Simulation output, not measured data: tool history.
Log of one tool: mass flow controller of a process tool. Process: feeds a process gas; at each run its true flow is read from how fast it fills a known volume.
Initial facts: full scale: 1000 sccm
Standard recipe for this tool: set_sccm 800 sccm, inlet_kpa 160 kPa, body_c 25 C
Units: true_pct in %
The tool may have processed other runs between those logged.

run	hour	set_sccm	inlet_kpa	body_c	true_pct
1	0.0	800	160	25	99.57
2	216.7	800	160	25	99.41
3	380.6	800	181	25	99.44
4	591.0	800	160	25	99.51
5	829.5	800	160	25	99.42
6	1080.0	125	160	25	98.07
7	1346.8	125	160	25	98.10
8	1542.9	125	160	25	98.18
9	1706.7	125	160	25	98.09

What does the tool deliver on the next run?
10	1953.7	125	160	25	?

{"run 10": {"true_pct": 98.11}}
With no hidden state in the tool, this same run would have given true_pct 98.13 %.

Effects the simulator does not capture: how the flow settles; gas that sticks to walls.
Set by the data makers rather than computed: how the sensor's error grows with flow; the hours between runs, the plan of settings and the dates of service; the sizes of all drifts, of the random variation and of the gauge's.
